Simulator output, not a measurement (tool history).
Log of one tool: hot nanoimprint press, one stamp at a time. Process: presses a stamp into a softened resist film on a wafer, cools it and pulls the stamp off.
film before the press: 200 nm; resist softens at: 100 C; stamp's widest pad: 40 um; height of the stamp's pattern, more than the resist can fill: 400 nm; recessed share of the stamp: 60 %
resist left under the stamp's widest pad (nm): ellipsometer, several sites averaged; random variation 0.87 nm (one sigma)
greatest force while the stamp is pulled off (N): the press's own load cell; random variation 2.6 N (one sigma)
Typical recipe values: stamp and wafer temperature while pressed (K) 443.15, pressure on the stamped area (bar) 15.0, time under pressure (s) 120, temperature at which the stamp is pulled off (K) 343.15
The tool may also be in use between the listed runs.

run,day,stamp and wafer temperature while pressed (K),pressure on the stamped area (bar),time under pressure (s),temperature at which the stamp is pulled off (K),resist left under the stamp's widest pad (nm),greatest force while the stamp is pulled off (N)
1,0.000,443.15,15.0,120,343.15,117.2,139
2,3.208,443.15,15.0,134,343.15,116.0,145
3,6.529,443.15,21.4,134,343.15,96.9,156
4,10.329,443.15,15.0,120,350.15,121.2,160
5,12.138,443.15,15.0,120,350.15,121.2,163
# day 14.029: plate thermocouple calibrated
6,15.608,443.15,15.0,120,346.15,121.3,184
7,18.396,443.15,15.3,120,343.15,121.7,199
8,20.517,443.15,15.3,120,343.15,120.8,207
9,22.596,443.15,16.6,120,343.15,117.4,214
10,25.008,452.15,16.6,120,343.15,79.9,230
11,28.804,452.15,16.6,120,343.15,79.5,236
# day 29.462: plate thermocouple calibrated
# day 30.183: stamp cleaned and given a new release coat
12,31.992,443.15,15.0,120,343.15,121.6,121
13,35.321,443.15,15.0,120,343.15,123.4,137
14,38.483,443.15,12.3,120,343.15,133.9,151
15,41.371,443.15,15.0,120,343.15,124.4,156
16,44.067,443.15,15.0,117,346.15,125.6,159
# day 45.088: plate thermocouple calibrated
17,46.042,443.15,15.0,117,346.15,123.7,167
# day 49.150: press's hydraulic seals changed and the load cell set to zero
18,49.392,443.15,15.0,120,340.15,119.6,182
19,51.208,443.15,15.0,120,340.15,121.8,194
20,54.042,443.15,15.0,120,340.15,121.6,207
21,57.071,443.15,15.0,120,337.15,122.7,229
22,60.446,443.15,15.0,120,337.15,122.4,241
# day 60.933: plate thermocouple calibrated
23,63.312,436.15,15.0,120,342.15,153.6,239
# day 65.604: stamp cleaned and given a new release coat
24,65.617,434.15,11.6,76,342.15,180.5,119
25,68.362,434.15,11.6,76,342.15,181.4,129
26,71.067,434.15,11.6,110,342.15,175.8,138
27,73.329,432.15,9.8,153,344.15,180.9,145
# day 76.571: plate thermocouple calibrated
28,77.067,452.15,15.0,67,343.15,100.6,156
29,78.800,432.15,10.3,156,339.15,176.1,170

Here are 4 independent what-if runs from the current tool condition. What would each one return?
A,81.150,440.15,15.0,62,343.15,?,?
B,81.150,437.15,15.0,141,346.15,?,?
C,81.150,443.15,15.0,168,344.15,?,?
D,81.150,432.15,13.3,156,339.15,?,?

run,resist left under the stamp's widest pad (nm),greatest force while the stamp is pulled off (N)
A,157.0,170
B,147.3,165
C,112.2,174
D,170.5,175
With no hidden state in the tool, these same runs would have given:
run,resist left under the stamp's widest pad (nm),greatest force while the stamp is pulled off (N)
A,153.2,118
B,143.0,115
C,107.8,121
D,167.5,122
